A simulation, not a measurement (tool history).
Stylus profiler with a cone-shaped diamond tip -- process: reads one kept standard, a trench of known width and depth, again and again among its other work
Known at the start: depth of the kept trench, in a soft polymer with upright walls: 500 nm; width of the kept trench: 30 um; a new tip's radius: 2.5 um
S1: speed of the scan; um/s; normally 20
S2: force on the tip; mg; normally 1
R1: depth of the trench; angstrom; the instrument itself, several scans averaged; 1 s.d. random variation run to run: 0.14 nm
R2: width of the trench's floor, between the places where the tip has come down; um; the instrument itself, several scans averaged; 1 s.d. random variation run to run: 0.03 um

{"run": 1, "hour": 0.0, "S1": 20, "S2": 1, "R1": 5014.1, "R2": 26.4}
{"run": 2, "hour": 47.1, "S1": 20, "S2": 1, "R1": 5013.2, "R2": 26.42}
{"run": 3, "hour": 85.1, "S1": 20, "S2": 1, "R1": 5012.4, "R2": 26.31}
{"run": 4, "hour": 120.5, "S1": 20, "S2": 1, "R1": 5013.4, "R2": 26.37}
{"run": 5, "hour": 156.8, "S1": 20, "S2": 1, "R1": 5012.5, "R2": 26.33}
{"run": 6, "hour": 186.4, "S1": 48, "S2": 1, "R1": 5011.3, "R2": 26.18}
{"run": 7, "hour": 217.9, "S1": 6, "S2": 1, "R1": 5009.6, "R2": 26.37}
{"run": 8, "hour": 248.8, "S1": 6, "S2": 1, "R1": 5011.6, "R2": 26.4}
{"run": 9, "hour": 303.7, "S1": 6, "S2": 1, "R1": 5010.2, "R2": 26.35}
{"run": 10, "hour": 350.7, "S1": 6, "S2": 1, "R1": 5009.1, "R2": 26.32}
{"run": 11, "hour": 402.0, "S1": 6, "S2": 1, "R1": 5007.7, "R2": 26.26}
{"run": 12, "hour": 458.4, "S1": 20, "S2": 1, "R1": 5008.5, "R2": 26.11}
{"run": 13, "hour": 505.6, "S1": 20, "S2": 0.56, "R1": 4997.6, "R2": 26.07}
{"run": 14, "hour": 554.1, "S1": 20, "S2": 0.56, "R1": 4999.4, "R2": 26.02}
{"run": 15, "hour": 608.7, "S1": 76, "S2": 0.56, "R1": 4997.4, "R2": 25.57}
{"run": 16, "hour": 665.0, "S1": 76, "S2": 0.56, "R1": 4995.2, "R2": 25.55}
{"run": 17, "hour": 712.9, "S1": 76, "S2": 0.56, "R1": 4995, "R2": 25.47}
{"run": 18, "hour": 768.0, "S1": 76, "S2": 0.56, "R1": 4994.6, "R2": 25.43}
{"run": 19, "hour": 818.0, "S1": 76, "S2": 0.56, "R1": 4995.6, "R2": 25.44}
{"run": 20, "hour": 864.1, "S1": 76, "S2": 0.56, "R1": 4993.6, "R2": 25.42}
{"run": 21, "hour": 910.7, "S1": 20, "S2": 1, "R1": 5001.7, "R2": 25.97}
{"run": 22, "hour": 936.5, "S1": 20, "S2": 1.69, "R1": 5009.6, "R2": 25.91}
{"run": 23, "hour": 965.2, "S1": 20, "S2": 1.69, "R1": 5009.8, "R2": 25.94}
{"run": 24, "hour": 995.8, "S1": 20, "S2": 1.69, "R1": 5010, "R2": 25.88}
{"run": 25, "hour": 1039.3, "S1": 22, "S2": 0.66, "R1": 4992.6, "R2": 25.76}
{"run": 26, "hour": 1080.3, "S1": 11, "S2": 2.82, "R1": 5026.5, "R2": 25.88}
{"run": 27, "hour": 1118.8, "S1": 9, "S2": 2.28, "R1": 5015.7, "R2": 25.89}
{"run": 28, "hour": 1151.4, "S1": 41, "S2": 2.49, "R1": 5018.9, "R2": 25.69}
{"run": 29, "hour": 1208.5, "S1": 5, "S2": 2.53, "R1": 5020.1, "R2": 25.84}
{"run": 30, "hour": 1246.9, "S1": 5, "S2": 2.53, "R1": 5017.9, "R2": 25.83}
{"run": 31, "hour": 1297.5, "S1": 64, "S2": 2.86, "R1": 5019.6, "R2": 25.54}
{"run": 32, "hour": 1336.2, "S1": 64, "S2": 2.86, "R1": 5021.3, "R2": 25.58}
{"run": 33, "hour": 1360.1, "S1": 34, "S2": 2.76, "R1": 5017.6, "R2": 25.68}
{"run": 34, "hour": 1397.0, "S1": 34, "S2": 2.76, "R1": 5019.2, "R2": 25.63}
{"run": 35, "hour": 1452.6, "S1": 34, "S2": 2.76, "R1": 5017, "R2": 25.56}
{"run": 36, "hour": 1504.3, "S1": 34, "S2": 2.76, "R1": 5016.1, "R2": 25.55}
{"run": 37, "hour": 1545.3, "S1": 21, "S2": 1.18, "R1": 4994.3, "R2": 25.56}
{"run": 38, "hour": 1588.9, "S1": 21, "S2": 1.18, "R1": 4993.5, "R2": 25.5}
{"run": 39, "hour": 1642.0, "S1": 72, "S2": 2.62, "R1": 5012.2, "R2": 25.41}
{"run": 40, "hour": 1698.9, "S1": 9, "S2": 1.57, "R1": 5001.3, "R2": 25.56}
{"run": 41, "hour": 1734.6, "S1": 5, "S2": 0.56, "R1": 4982.6, "R2": 25.6}
{"run": 42, "hour": 1781.4, "S1": 13, "S2": 1.49, "R1": 4997.9, "R2": 25.51}
{"run": 43, "hour": 1821.1, "S1": 50, "S2": 1.16, "R1": 4992.1, "R2": 25.29}
{"run": 44, "hour": 1865.6, "S1": 7, "S2": 2.17, "R1": 5005.3, "R2": 25.5}
{"run": 45, "hour": 1896.7, "S1": 20, "S2": 0.42, "R1": 4978.1, "R2": 25.33}
{"run": 46, "hour": 1924.6, "S1": 20, "S2": 0.42, "R1": 4977.1, "R2": 25.31}

Some steps in R1 between neighbouring runs. How much of each would the tool show without its hidden state too (settings, what came in, random variation), and how much is left for the hidden state, with any gauge scatter that isn't in both results?
The tool's hidden condition here consists of: radius of the tip, um; height scale over the true one, %; drift of the gauge itself on depth_nm, %; drift of the gauge itself on floor_um, %.
Run 8 -> 9: nothing adjusted, nothing logged. R1 -1.4 angstrom: hidden state -0.9, all else -0.5.
Run 14 -> 15: S1 20 -> 76. R1 -2 angstrom: hidden state -0.9, all else -1.1.
Run 25 -> 26: S1 22 -> 11, S2 0.66 -> 2.82. R1 +33.9 angstrom: hidden state -0.7, all else +34.6.
Run 34 -> 35: nothing adjusted, nothing logged. R1 -2.2 angstrom: hidden state -0.9, all else -1.3.
Run 36 -> 37: S1 34 -> 21, S2 2.76 -> 1.18. R1 -21.8 angstrom: hidden state -0.4, all else -21.4.
Run 44 -> 45: S1 7 -> 20, S2 2.17 -> 0.42. R1 -27.2 angstrom: hidden state -0.2, all else -27.
